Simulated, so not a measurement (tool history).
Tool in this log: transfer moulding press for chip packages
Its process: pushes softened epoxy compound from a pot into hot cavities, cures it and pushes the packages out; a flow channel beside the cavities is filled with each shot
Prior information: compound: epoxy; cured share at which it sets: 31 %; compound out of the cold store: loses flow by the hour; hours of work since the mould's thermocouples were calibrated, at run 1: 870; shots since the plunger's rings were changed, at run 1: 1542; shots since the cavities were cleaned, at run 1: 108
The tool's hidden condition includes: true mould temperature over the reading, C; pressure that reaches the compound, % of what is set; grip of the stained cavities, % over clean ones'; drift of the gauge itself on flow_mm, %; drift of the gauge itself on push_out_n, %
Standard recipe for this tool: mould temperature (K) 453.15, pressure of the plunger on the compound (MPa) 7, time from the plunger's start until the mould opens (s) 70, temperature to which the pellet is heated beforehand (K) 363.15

run	hour	mould temperature (K)	pressure of the plunger on the compound (MPa)	time from the plunger's start until the mould opens (s)	temperature to which the pellet is heated beforehand (K)	hours of work since the mould's thermocouples were calibrated	shots since the plunger's rings were changed	shots since the cavities were cleaned	incoming compound's hours out of the cold store	length that the compound runs in the flow channel (mm)	greatest force on the pins that push the packages out (N)
1	0	453.15	7	70	363.15	870	1542	108	30.4	937	834
# hour 44: cavities cleaned with cleaning compound and waxed
2	53.3	453.15	7	70	363.15	897	2221	123	34.1	909	890
# hour 60: mould's thermocouples calibrated
3	88.1	447.15	7	70	363.15	15	2651	553	34.2	928	1645
# hour 97.4: cavities cleaned with cleaning compound and waxed
4	128.3	447.15	7	70	363.15	36	3158	405	26	963	1466
# hour 149.7: cavities cleaned with cleaning compound and waxed
5	153.3	453.15	7	63	363.15	48	3466	47	14.1	994	1008
6	197	453.15	6.04	70	363.15	71	4040	621	33.4	835	1143
# hour 202.1: cavities cleaned with cleaning compound and waxed
7	233.9	453.15	7	78	363.15	90	4503	417	47.1	847	745
# hour 253.3: cavities cleaned with cleaning compound and waxed
8	283.6	453.15	7	78	363.15	116	5136	397	39.7	861	799
# hour 303.7: cavities cleaned with cleaning compound and waxed
9	315.8	453.15	7	78	363.15	132	5538	158	26.7	914	678
10	348.2	453.15	7	78	363.15	149	5963	583	39.5	859	875
# hour 355.7: cavities cleaned with cleaning compound and waxed
11	396.9	453.15	7	78	363.15	175	6581	540	32.8	890	849
# hour 408.5: cavities cleaned with cleaning compound and waxed
12	421.9	453.15	6.24	70	363.15	187	6890	176	20.2	876	930
# hour 430.8: plunger's sealing rings changed
13	455.4	453.15	6.24	70	363.15	204	322	582	47.4	820	1102
# hour 462.7: cavities cleaned with cleaning compound and waxed
14	479.1	453.15	6.24	70	363.15	215	613	215	13.4	959	946
15	510.8	453.15	6.24	70	371.15	232	1030	632	37.6	853	1136
# hour 515.5: cavities cleaned with cleaning compound and waxed
16	542.8	453.15	6.24	70	371.15	249	1429	358	42.6	840	967
# hour 566.6: cavities cleaned with cleaning compound and waxed
17	593.4	452.15	7	70	358.15	275	2073	351	31.3	941	1089
# hour 618.6: cavities cleaned with cleaning compound and waxed
18	631.5	460.15	5.79	70	358.15	294	2553	169	13.6	890	621
19	661.7	455.15	8.45	54	371.15	310	2949	565	41.7	954	1824
# hour 672.8: cavities cleaned with cleaning compound and waxed
20	699.8	453.15	8.21	86	363.15	330	3428	354	15.5	1078	676
# hour 724.5: cavities cleaned with cleaning compound and waxed
21	724.5	449.15	5.96	99	363.15	342	3732	0	46	804	423
22	769.5	449.15	5.96	99	363.15	366	4322	590	22	886	702
# hour 775.7: cavities cleaned with cleaning compound and waxed
23	816.8	449.15	5.96	99	363.15	390	4923	539	33.5	841	682
# hour 829.3: cavities cleaned with cleaning compound and waxed
24	866.7	449.15	6.12	99	371.15	416	5558	491	13.5	930	683
# hour 881.2: cavities cleaned with cleaning compound and waxed
25	896	449.15	6.37	99	371.15	431	5923	195	32.1	866	533
# hour 934.2: cavities cleaned with cleaning compound and waxed
26	935.1	449.15	8.35	99	371.15	451	6416	12	31	979	418
# hour 980.5: plunger's sealing rings changed
27	980.5	456.15	8.35	99	371.15	474	0	573	18.7	1078	590

3 ways to go on from here, each from the tool as it stands after run 27. What would each give?
# hour 991.2: cavities cleaned with cleaning compound and waxed
A	1012.6	455.15	8.35	99	371.15	490	403	282	32.3	?	?
# hour 991.2: cavities cleaned with cleaning compound and waxed
B	1012.6	453.15	8.55	66	363.15	490	403	282	11.9	?	?
# hour 991.2: cavities cleaned with cleaning compound and waxed
C	1012.6	446.15	7	88	372.15	490	403	282	12.5	?	?

run	length that the compound runs in the flow channel (mm)	greatest force on the pins that push the packages out (N)
A	1015	498
B	1127	1227
C	1037	862
The same runs, with their run-to-run variation unchanged, on a tool lacking any hidden condition would have given:
run	length that the compound runs in the flow channel (mm)	greatest force on the pins that push the packages out (N)
A	1018	355
B	1130	853
C	1039	596
